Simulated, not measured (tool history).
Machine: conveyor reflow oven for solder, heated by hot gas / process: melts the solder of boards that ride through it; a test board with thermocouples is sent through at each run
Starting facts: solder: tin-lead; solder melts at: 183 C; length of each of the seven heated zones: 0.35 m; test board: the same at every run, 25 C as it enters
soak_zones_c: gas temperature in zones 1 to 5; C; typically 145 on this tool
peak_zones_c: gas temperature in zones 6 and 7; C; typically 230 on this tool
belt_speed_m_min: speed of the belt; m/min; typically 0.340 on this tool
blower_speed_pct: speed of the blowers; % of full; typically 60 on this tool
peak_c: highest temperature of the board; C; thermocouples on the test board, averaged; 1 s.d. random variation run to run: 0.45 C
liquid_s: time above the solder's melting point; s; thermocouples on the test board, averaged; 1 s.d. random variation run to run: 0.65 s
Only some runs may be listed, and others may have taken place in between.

run 1 hour=0.0 | soak_zones_c=145 peak_zones_c=230 belt_speed_m_min=0.340 blower_speed_pct=60 | peak_c=215.3 liquid_s=94.6
run 2 hour=9.8 | soak_zones_c=145 peak_zones_c=220 belt_speed_m_min=0.340 blower_speed_pct=60 | peak_c=206.6 liquid_s=80.9
run 3 hour=17.8 | soak_zones_c=145 peak_zones_c=220 belt_speed_m_min=0.340 blower_speed_pct=60 | peak_c=206.0 liquid_s=82.7
run 4 hour=25.9 | soak_zones_c=145 peak_zones_c=220 belt_speed_m_min=0.340 blower_speed_pct=60 | peak_c=205.5 liquid_s=82.7
run 5 hour=31.1 | soak_zones_c=135 peak_zones_c=220 belt_speed_m_min=0.340 blower_speed_pct=60 | peak_c=204.4 liquid_s=72.6
run 6 hour=35.6 | soak_zones_c=145 peak_zones_c=230 belt_speed_m_min=0.340 blower_speed_pct=72 | peak_c=217.3 liquid_s=98.5
run 7 hour=42.7 | soak_zones_c=145 peak_zones_c=230 belt_speed_m_min=0.340 blower_speed_pct=72 | peak_c=216.5 liquid_s=98.1
run 8 hour=51.4 | soak_zones_c=145 peak_zones_c=230 belt_speed_m_min=0.340 blower_speed_pct=60 | peak_c=214.7 liquid_s=95.0
run 9 hour=56.9 | soak_zones_c=142 peak_zones_c=230 belt_speed_m_min=0.340 blower_speed_pct=60 | peak_c=214.1 liquid_s=91.9
run 10 hour=63.6 | soak_zones_c=142 peak_zones_c=230 belt_speed_m_min=0.340 blower_speed_pct=60 | peak_c=214.1 liquid_s=93.1
run 11 hour=70.0 | soak_zones_c=142 peak_zones_c=230 belt_speed_m_min=0.340 blower_speed_pct=60 | peak_c=213.9 liquid_s=92.8
run 12 hour=78.6 | soak_zones_c=145 peak_zones_c=238 belt_speed_m_min=0.340 blower_speed_pct=81 | peak_c=225.2 liquid_s=105.4
-- hour=88.4 flux residue cleaned out of gas plates and filters
run 13 hour=89.4 | soak_zones_c=159 peak_zones_c=221 belt_speed_m_min=0.386 blower_speed_pct=75 | peak_c=208.2 liquid_s=86.4
run 14 hour=99.4 | soak_zones_c=138 peak_zones_c=230 belt_speed_m_min=0.340 blower_speed_pct=55 | peak_c=213.3 liquid_s=88.4
run 15 hour=106.3 | soak_zones_c=138 peak_zones_c=230 belt_speed_m_min=0.340 blower_speed_pct=55 | peak_c=213.2 liquid_s=87.7
run 16 hour=115.3 | soak_zones_c=138 peak_zones_c=230 belt_speed_m_min=0.340 blower_speed_pct=55 | peak_c=212.7 liquid_s=88.0
run 17 hour=120.5 | soak_zones_c=148 peak_zones_c=239 belt_speed_m_min=0.349 blower_speed_pct=60 | peak_c=222.4 liquid_s=103.4

Forecast each of these 5 alternatives for the next run:
run A hour=125.0 | soak_zones_c=148 peak_zones_c=239 belt_speed_m_min=0.387 blower_speed_pct=60 | peak_c=? liquid_s=?
run B hour=125.0 | soak_zones_c=148 peak_zones_c=239 belt_speed_m_min=0.393 blower_speed_pct=60 | peak_c=? liquid_s=?
run C hour=125.0 | soak_zones_c=158 peak_zones_c=230 belt_speed_m_min=0.340 blower_speed_pct=60 | peak_c=? liquid_s=?
run D hour=125.0 | soak_zones_c=145 peak_zones_c=244 belt_speed_m_min=0.340 blower_speed_pct=60 | peak_c=? liquid_s=?
run E hour=125.0 | soak_zones_c=147 peak_zones_c=239 belt_speed_m_min=0.349 blower_speed_pct=51 | peak_c=? liquid_s=?

run=A peak_c=219.4 liquid_s=88.9
run=B peak_c=219.6 liquid_s=87.7
run=C peak_c=217.9 liquid_s=108.2
run=D peak_c=227.4 liquid_s=110.4
run=E peak_c=220.5 liquid_s=100.1
Take away the tool's hidden state, keep each run's random variation, and the runs would have read:
run=A peak_c=220.3 liquid_s=88.4
run=B peak_c=220.5 liquid_s=87.3
run=C peak_c=218.9 liquid_s=107.6
run=D peak_c=228.3 liquid_s=109.7
run=E peak_c=221.4 liquid_s=99.6

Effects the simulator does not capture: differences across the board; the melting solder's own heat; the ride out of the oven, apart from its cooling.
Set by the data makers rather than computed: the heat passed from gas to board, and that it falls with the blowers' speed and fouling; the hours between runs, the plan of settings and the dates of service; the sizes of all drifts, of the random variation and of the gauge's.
